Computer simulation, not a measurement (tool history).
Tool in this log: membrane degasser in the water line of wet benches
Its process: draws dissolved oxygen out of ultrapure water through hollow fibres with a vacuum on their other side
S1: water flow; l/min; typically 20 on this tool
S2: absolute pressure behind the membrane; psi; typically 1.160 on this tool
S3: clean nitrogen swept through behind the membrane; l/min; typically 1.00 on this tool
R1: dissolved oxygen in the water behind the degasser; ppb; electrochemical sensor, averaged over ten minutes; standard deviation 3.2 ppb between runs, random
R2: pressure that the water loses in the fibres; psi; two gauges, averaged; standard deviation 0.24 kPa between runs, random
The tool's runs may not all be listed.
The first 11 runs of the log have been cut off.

Run 12, hour 528.2: usual settings but S3 1.71 l/min. Result: R1 253.3 ppb, R2 9.397 psi.
Run 13, hour 570.9: usual settings but S3 1.71 l/min. Result: R1 255.8 ppb, R2 9.456 psi.
Run 14, hour 615.5: usual settings but S3 1.71 l/min. Result: R1 255.9 ppb, R2 9.400 psi.
Run 15, hour 655.0: usual settings but S3 1.71 l/min. Result: R1 251.7 ppb, R2 9.388 psi.
Run 16, hour 708.1: usual settings but S3 1.71 l/min. Result: R1 254.6 ppb, R2 9.442 psi.
Run 17, hour 754.5: usual settings but S1 29 l/min, S2 2.572 psi, S3 0.77 l/min. Result: R1 1226.0 ppb, R2 13.642 psi.
Run 18, hour 800.0: usual settings but S3 1.19 l/min. Result: R1 311.6 ppb, R2 9.420 psi.
Run 19, hour 830.3: usual settings but S3 1.19 l/min. Result: R1 308.1 ppb, R2 9.458 psi.
Run 20, hour 862.9: usual settings but S1 18 l/min, S2 1.474 psi, S3 0.44 l/min. Result: R1 627.9 ppb, R2 8.517 psi.
Run 21, hour 893.8: usual settings but S1 24 l/min, S3 2.62 l/min. Result: R1 294.7 ppb, R2 11.370 psi.
Run 22, hour 934.3: usual settings but S1 16 l/min, S2 0.751 psi, S3 0.67 l/min. Result: R1 179.6 ppb, R2 7.539 psi.
Run 23, hour 1001.0: usual settings but S1 18 l/min, S2 2.004 psi, S3 1.78 l/min. Result: R1 348.9 ppb, R2 8.480 psi.
Run 24, hour 1043.7: usual settings but S1 32 l/min, S2 0.824 psi, S3 1.11 l/min. Result: R1 485.1 ppb, R2 15.133 psi.
Run 25, hour 1104.9: usual settings but S1 32 l/min, S2 0.824 psi, S3 1.11 l/min. Result: R1 500.2 ppb, R2 15.161 psi.
Run 26, hour 1140.7: usual settings but S1 32 l/min, S2 1.217 psi, S3 1.15 l/min. Result: R1 638.3 ppb, R2 15.152 psi.
Run 27, hour 1190.9: usual settings but S1 14 l/min, S2 1.423 psi, S3 2.08 l/min. Result: R1 157.7 ppb, R2 6.653 psi.
Run 28, hour 1246.8: usual settings but S1 13 l/min, S2 1.408 psi, S3 0.54 l/min. Result: R1 370.9 ppb, R2 6.186 psi.
Run 29, hour 1310.0: usual settings but S1 17 l/min, S2 1.050 psi, S3 2.17 l/min. Result: R1 161.2 ppb, R2 8.121 psi.
Run 30, hour 1343.4: usual settings but S1 17 l/min, S2 1.050 psi, S3 2.17 l/min. Result: R1 159.5 ppb, R2 8.045 psi.
Run 31, hour 1387.5: usual settings but S1 29 l/min, S3 1.55 l/min. Result: R1 490.2 ppb, R2 13.800 psi.

4 ways to go on from here, each from the tool as it stands after run 31. What would each give?
Run A, hour 1422.7: usual settings but S1 29 l/min, S2 2.271 psi, S3 1.55 l/min. Result: R1 ?, R2 ?.
Run B, hour 1422.7: usual settings but S1 29 l/min, S3 1.33 l/min. Result: R1 ?, R2 ?.
Run C, hour 1422.7: usual settings but S1 28 l/min. Result: R1 ?, R2 ?.
Run D, hour 1422.7: usual settings but S2 2.123 psi. Result: R1 ?, R2 ?.

run     R1      R2
  A  762.0  13.742
  B  513.5  13.750
  C  536.4  13.230
  D  610.7   9.533
Without the tool's unlogged condition, the same runs would have read:
run     R1      R2
  A  737.6  13.491
  B  487.0  13.500
  C  509.3  12.990
  D  592.1   9.361
